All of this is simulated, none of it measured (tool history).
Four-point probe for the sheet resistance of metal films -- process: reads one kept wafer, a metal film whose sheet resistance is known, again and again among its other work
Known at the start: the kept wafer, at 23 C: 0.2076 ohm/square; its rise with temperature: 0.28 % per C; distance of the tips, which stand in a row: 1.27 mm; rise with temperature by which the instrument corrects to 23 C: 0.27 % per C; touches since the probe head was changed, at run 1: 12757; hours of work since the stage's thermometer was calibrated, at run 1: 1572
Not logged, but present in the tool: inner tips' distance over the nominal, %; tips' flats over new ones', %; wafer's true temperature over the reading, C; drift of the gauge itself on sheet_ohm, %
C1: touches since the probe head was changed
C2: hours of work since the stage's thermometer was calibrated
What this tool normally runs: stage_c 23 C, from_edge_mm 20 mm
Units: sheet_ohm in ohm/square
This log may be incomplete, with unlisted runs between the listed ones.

Run 1, hour 0: usual settings; C1 12757; C2 1572. Result: sheet_ohm 0.208285 ohm/square.
Run 2, hour 22.7: usual settings; C1 13068; C2 1585. Result: sheet_ohm 0.208276 ohm/square.
Run 3, hour 53.2: usual settings; C1 13487; C2 1603. Result: sheet_ohm 0.208306 ohm/square.
Run 4, hour 70.7: usual settings; C1 13726; C2 1614. Result: sheet_ohm 0.208332 ohm/square.
Run 5, hour 95.5: usual settings; C1 14066; C2 1628. Result: sheet_ohm 0.208311 ohm/square.
Run 6, hour 126.6: usual settings but stage_c 19 C; C1 14492; C2 1646. Result: sheet_ohm 0.208094 ohm/square.
Run 7, hour 157.8: usual settings but from_edge_mm 64 mm; C1 14920; C2 1665. Result: sheet_ohm 0.207837 ohm/square.
Run 8, hour 173.1: usual settings but from_edge_mm 64 mm; C1 15130; C2 1674. Result: sheet_ohm 0.207853 ohm/square.
Run 9, hour 203.5: usual settings but from_edge_mm 39 mm; C1 15546; C2 1692. Result: sheet_ohm 0.20796 ohm/square.
Run 10, hour 222.6: usual settings but stage_c 28 C, from_edge_mm 3 mm; C1 15809; C2 1703. Result: sheet_ohm 0.226007 ohm/square.
Run 11, hour 247.3: usual settings but stage_c 31 C, from_edge_mm 27 mm; C1 16147; C2 1718. Result: sheet_ohm 0.208291 ohm/square.
Run 12, hour 262.9: usual settings but stage_c 32 C, from_edge_mm 5 mm; C1 16361; C2 1727. Result: sheet_ohm 0.215013 ohm/square.
Run 13, hour 292.2: usual settings but stage_c 29 C, from_edge_mm 6 mm; C1 16762; C2 1744. Result: sheet_ohm 0.212892 ohm/square.
Run 14, hour 313: usual settings but stage_c 22 C, from_edge_mm 7 mm; C1 17048; C2 1756. Result: sheet_ohm 0.211382 ohm/square.

Branching from run 14: 5 alternative next runs. What would each branch give?
Run A, hour 329: usual settings but stage_c 22 C, from_edge_mm 10 mm; C1 17267; C2 1766. Result: sheet_ohm ?.
Run B, hour 329: usual settings but stage_c 24 C, from_edge_mm 15 mm; C1 17267; C2 1766. Result: sheet_ohm ?.
Run C, hour 329: usual settings but from_edge_mm 27 mm; C1 17267; C2 1766. Result: sheet_ohm ?.
Run D, hour 329: usual settings but stage_c 28 C, from_edge_mm 10 mm; C1 17267; C2 1766. Result: sheet_ohm ?.
Run E, hour 329: usual settings but stage_c 24 C, from_edge_mm 5 mm; C1 17267; C2 1766. Result: sheet_ohm ?.

run  sheet_ohm
  A   0.209593
  B    0.20865
  C   0.208092
  D   0.209763
  E   0.214846
Had the tool no hidden state, the same runs would have come out as:
run  sheet_ohm
  A   0.209366
  B   0.208425
  C   0.207867
  D   0.209539
  E   0.214614
